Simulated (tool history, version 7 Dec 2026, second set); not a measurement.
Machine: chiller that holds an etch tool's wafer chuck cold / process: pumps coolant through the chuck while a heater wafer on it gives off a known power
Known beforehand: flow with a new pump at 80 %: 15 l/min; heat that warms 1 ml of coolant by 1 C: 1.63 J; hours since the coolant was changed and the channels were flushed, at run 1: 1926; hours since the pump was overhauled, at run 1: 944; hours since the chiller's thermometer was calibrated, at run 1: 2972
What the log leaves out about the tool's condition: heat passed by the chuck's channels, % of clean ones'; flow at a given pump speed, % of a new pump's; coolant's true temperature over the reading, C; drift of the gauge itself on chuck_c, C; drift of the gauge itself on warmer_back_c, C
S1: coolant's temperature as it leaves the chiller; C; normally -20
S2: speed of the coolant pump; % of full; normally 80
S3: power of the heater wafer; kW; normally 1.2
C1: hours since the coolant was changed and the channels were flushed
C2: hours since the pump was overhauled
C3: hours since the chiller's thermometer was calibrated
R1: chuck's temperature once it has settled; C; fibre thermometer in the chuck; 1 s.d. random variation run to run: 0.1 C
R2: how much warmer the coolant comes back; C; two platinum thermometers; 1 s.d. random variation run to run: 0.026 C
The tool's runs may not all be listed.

run,hour,S1,S2,S3,C1,C2,C3,R1,R2
1,0,-20,80,1.2,1926,944,2972,-12,2.94
2,206.3,-20,80,1.2,2132,1150,3178,-12.2,2.95
3,305.2,-20,85,1.2,2231,1249,3277,-12.3,2.84
4,400.9,-20,99,1.2,2327,1345,3373,-13.1,2.43
5,515.5,-20,99,1.2,2442,1459,3487,-13.2,2.44
6,690,-20,99,1.2,2616,1634,3662,-13.1,2.45
# hour 867.1: chiller's thermometer calibrated
7,901.6,-20,80,0.636,2827,1845,35,-15.7,1.76
8,1029.4,-20,80,0.636,2955,1972,162,-15.7,1.79
9,1217.7,-20,80,1.37,3143,2161,351,-10.8,3.65
10,1349.3,-20,80,1.37,3274,2292,482,-10.9,3.71
11,1559.6,-20,80,0.9,3485,2503,693,-13.9,2.55
12,1658.4,-20,80,0.9,3583,2601,791,-13.9,2.59
# hour 1780.3: gauge calibrated
13,1801.5,-20,80,1.2,3727,2745,934,-11.9,2.94
14,1984.8,-20,80,1.2,3910,2928,1118,-12,2.97
15,2130.9,-20,100,0.767,4056,3074,1264,-15.7,1.55
16,2289.5,-26,100,1.227,4215,3233,1422,-19.1,2.48
17,2422.3,-26,100,1.227,4347,3365,1555,-19.2,2.53
18,2545.1,-22,87,0.831,4470,3488,1678,-16.7,2.03
19,2667.3,-12,87,1.325,4592,3610,1800,-3.7,3.14
20,2861.8,-13,87,1.325,4787,3805,1995,-4.6,3.23
21,3047.9,-20,81,1.355,4973,3991,2181,-10.9,3.61
# hour 3171.1: coolant changed, channels flushed
22,3183.2,-24,73,0.678,12,4120,2310,-19.2,2.13
23,3356.1,-20,80,0.89,185,4293,2483,-14,2.54
24,3538.8,-20,80,0.89,368,4476,2666,-14,2.59
25,3743,-20,86,0.78,572,4680,2870,-15,2.24
26,3874.7,-20,80,1.063,704,4812,3002,-12.9,3.1
27,4042,-21,93,1.2,871,4979,3169,-13.8,3.06

Each row is a separate what-if for the run after 27, all from the same tool condition, not one after another. Results?
A,4244.9,-15,93,1.2,1074,5182,3372,?,?
B,4244.9,-21,62,1.071,1074,5182,3372,?,?
C,4244.9,-12,80,1.704,1074,5182,3372,?,?
D,4244.9,-14,80,1.2,1074,5182,3372,?,?
E,4244.9,-21,86,1.2,1074,5182,3372,?,?

run,R1,R2
A,-7.8,3.11
B,-12.4,4.04
C,-0.5,4.71
D,-5.9,3.55
E,-13.4,3.32
What these runs would have given with no unlogged condition in the tool:
run,R1,R2
A,-7.8,2.53
B,-12.4,3.46
C,-0.5,4.13
D,-5.9,2.97
E,-13.4,2.74
